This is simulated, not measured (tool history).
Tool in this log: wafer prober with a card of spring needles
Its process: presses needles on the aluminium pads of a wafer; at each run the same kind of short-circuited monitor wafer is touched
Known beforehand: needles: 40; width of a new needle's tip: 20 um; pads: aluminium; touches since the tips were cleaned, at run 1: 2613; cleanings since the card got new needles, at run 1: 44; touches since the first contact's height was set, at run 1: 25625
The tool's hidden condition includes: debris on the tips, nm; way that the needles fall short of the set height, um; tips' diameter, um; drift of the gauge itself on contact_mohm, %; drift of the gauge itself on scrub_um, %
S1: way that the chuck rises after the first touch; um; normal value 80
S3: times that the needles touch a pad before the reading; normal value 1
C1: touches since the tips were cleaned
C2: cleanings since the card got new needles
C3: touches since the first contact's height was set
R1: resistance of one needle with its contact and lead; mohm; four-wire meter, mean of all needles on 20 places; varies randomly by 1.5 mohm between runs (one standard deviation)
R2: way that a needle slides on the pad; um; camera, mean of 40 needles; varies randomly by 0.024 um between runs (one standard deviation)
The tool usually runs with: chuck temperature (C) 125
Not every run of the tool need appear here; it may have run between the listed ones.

{"run": 1, "hour": 0.0, "S1": 80, "chuck temperature (C)": 125, "S3": 1, "C1": 2613, "C2": 44, "C3": 25625, "R1": 203, "R2": 10.63}
{"hour": 3.0, "done": "tips cleaned on abrasive film"}
{"hour": 11.4, "done": "tips cleaned on abrasive film"}
{"run": 2, "hour": 18.6, "S1": 71, "chuck temperature (C)": 125, "S3": 1, "C1": 4137, "C2": 46, "C3": 36221, "R1": 229, "R2": 9.41}
{"hour": 20.1, "done": "tips cleaned on abrasive film"}
{"hour": 28.5, "done": "tips cleaned on abrasive film"}
{"run": 3, "hour": 31.9, "S1": 71, "chuck temperature (C)": 125, "S3": 1, "C1": 1980, "C2": 48, "C3": 43747, "R1": 196, "R2": 9.38}
{"hour": 36.2, "done": "tips cleaned on abrasive film"}
{"hour": 44.2, "done": "tips cleaned on abrasive film"}
{"run": 4, "hour": 49.5, "S1": 71, "chuck temperature (C)": 125, "S3": 1, "C1": 3082, "C2": 50, "C3": 53771, "R1": 221, "R2": 9.37}
{"hour": 52.0, "done": "tips cleaned on abrasive film"}
{"hour": 60.5, "done": "tips cleaned on abrasive film"}
{"run": 5, "hour": 65.7, "S1": 71, "chuck temperature (C)": 125, "S3": 1, "C1": 3000, "C2": 52, "C3": 62979, "R1": 213, "R2": 9.36}
{"hour": 69.4, "done": "tips cleaned on abrasive film"}
{"hour": 77.0, "done": "tips cleaned on abrasive film"}
{"run": 6, "hour": 77.0, "S1": 71, "chuck temperature (C)": 125, "S3": 1, "C1": 0, "C2": 54, "C3": 69367, "R1": 158, "R2": 9.37}
{"hour": 84.5, "done": "tips cleaned on abrasive film"}
{"hour": 92.6, "done": "tips cleaned on abrasive film"}
{"run": 7, "hour": 93.0, "S1": 80, "chuck temperature (C)": 125, "S3": 1, "C1": 240, "C2": 56, "C3": 78466, "R1": 157, "R2": 10.55}
{"hour": 100.6, "done": "tips cleaned on abrasive film"}
{"run": 8, "hour": 102.6, "S1": 80, "chuck temperature (C)": 125, "S3": 1, "C1": 1167, "C2": 57, "C3": 83937, "R1": 182, "R2": 10.56}
{"hour": 108.7, "done": "tips cleaned on abrasive film"}
{"hour": 117.0, "done": "tips cleaned on abrasive film"}
{"run": 9, "hour": 118.7, "S1": 80, "chuck temperature (C)": 125, "S3": 1, "C1": 1000, "C2": 59, "C3": 93085, "R1": 179, "R2": 10.5}
{"hour": 125.9, "done": "tips cleaned on abrasive film"}
{"hour": 134.4, "done": "tips cleaned on abrasive film"}
{"run": 10, "hour": 137.1, "S1": 80, "chuck temperature (C)": 74, "S3": 1, "C1": 1588, "C2": 61, "C3": 103556, "R1": 184, "R2": 10.49}
{"hour": 142.0, "done": "tips cleaned on abrasive film"}
{"run": 11, "hour": 147.7, "S1": 80, "chuck temperature (C)": 74, "S3": 1, "C1": 3293, "C2": 62, "C3": 109590, "R1": 200, "R2": 10.48}
{"hour": 149.4, "done": "tips cleaned on abrasive film"}
{"hour": 158.0, "done": "tips cleaned on abrasive film"}
{"run": 12, "hour": 165.2, "S1": 80, "chuck temperature (C)": 70, "S3": 1, "C1": 4140, "C2": 64, "C3": 119554, "R1": 210, "R2": 10.5}
{"hour": 166.8, "done": "tips cleaned on abrasive film"}
{"hour": 174.5, "done": "tips cleaned on abrasive film"}
{"run": 13, "hour": 175.8, "S1": 80, "chuck temperature (C)": 70, "S3": 1, "C1": 729, "C2": 66, "C3": 125519, "R1": 167, "R2": 10.51}
{"hour": 183.0, "done": "tips cleaned on abrasive film"}
{"run": 14, "hour": 184.8, "S1": 80, "chuck temperature (C)": 70, "S3": 1, "C1": 1056, "C2": 67, "C3": 130648, "R1": 176, "R2": 10.45}
{"hour": 190.6, "done": "tips cleaned on abrasive film"}
{"run": 15, "hour": 197.0, "S1": 80, "chuck temperature (C)": 70, "S3": 1, "C1": 3715, "C2": 68, "C3": 137619, "R1": 208, "R2": 10.47}
{"hour": 199.1, "done": "tips cleaned on abrasive film"}
{"run": 16, "hour": 205.1, "S1": 67, "chuck temperature (C)": 70, "S3": 2, "C1": 3448, "C2": 69, "C3": 142205, "R1": 197, "R2": 8.75}
{"hour": 207.6, "done": "tips cleaned on abrasive film"}
{"hour": 215.9, "done": "tips cleaned on abrasive film"}
{"run": 17, "hour": 216.7, "S1": 67, "chuck temperature (C)": 70, "S3": 2, "C1": 449, "C2": 71, "C3": 148732, "R1": 159, "R2": 8.74}
{"hour": 223.7, "done": "tips cleaned on abrasive film"}
{"run": 18, "hour": 227.1, "S1": 98, "chuck temperature (C)": 111, "S3": 3, "C1": 1942, "C2": 72, "C3": 154681, "R1": 155, "R2": 12.8}
{"hour": 231.4, "done": "tips cleaned on abrasive film"}
{"hour": 239.2, "done": "tips cleaned on abrasive film"}
{"run": 19, "hour": 242.1, "S1": 95, "chuck temperature (C)": 44, "S3": 1, "C1": 1696, "C2": 74, "C3": 163200, "R1": 163, "R2": 12.48}
{"hour": 246.7, "done": "tips cleaned on abrasive film"}
{"hour": 254.3, "done": "tips cleaned on abrasive film"}
{"run": 20, "hour": 257.1, "S1": 95, "chuck temperature (C)": 44, "S3": 1, "C1": 1611, "C2": 76, "C3": 171708, "R1": 165, "R2": 12.43}
{"hour": 258.6, "done": "height of the first contact set anew"}
{"hour": 262.4, "done": "tips cleaned on abrasive film"}
{"hour": 270.8, "done": "tips cleaned on abrasive film"}
{"run": 21, "hour": 270.8, "S1": 95, "chuck temperature (C)": 44, "S3": 1, "C1": 0, "C2": 78, "C3": 6912, "R1": 138, "R2": 12.3}
{"hour": 279.0, "done": "tips cleaned on abrasive film"}
{"hour": 287.6, "done": "height of the first contact set anew, once more"}
{"hour": 287.7, "done": "tips cleaned on abrasive film"}
{"run": 22, "hour": 287.8, "S1": 95, "chuck temperature (C)": 44, "S3": 1, "C1": 25, "C2": 80, "C3": 25, "R1": 136, "R2": 12.64}
{"hour": 296.3, "done": "tips cleaned on abrasive film"}
{"hour": 304.1, "done": "tips cleaned on abrasive film"}
{"run": 23, "hour": 306.7, "S1": 95, "chuck temperature (C)": 44, "S3": 1, "C1": 1522, "C2": 82, "C3": 10806, "R1": 163, "R2": 12.65}

Estimate the outcome of run 24 from the log above:
{"hour": 312.3, "done": "tips cleaned on abrasive film"}
{"hour": 319.9, "done": "tips cleaned on abrasive film"}
{"run": 24, "hour": 320.5, "S1": 92, "chuck temperature (C)": 85, "S3": 1, "C1": 307, "C2": 84, "C3": 18605, "R1": "?", "R2": "?"}

Run 24 produced R1 148 mohm, R2 12.18 um.
Take away the tool's hidden state, keep the run-to-run variation as it was, and the same run would have given R1 139 mohm, R2 12.21 um.
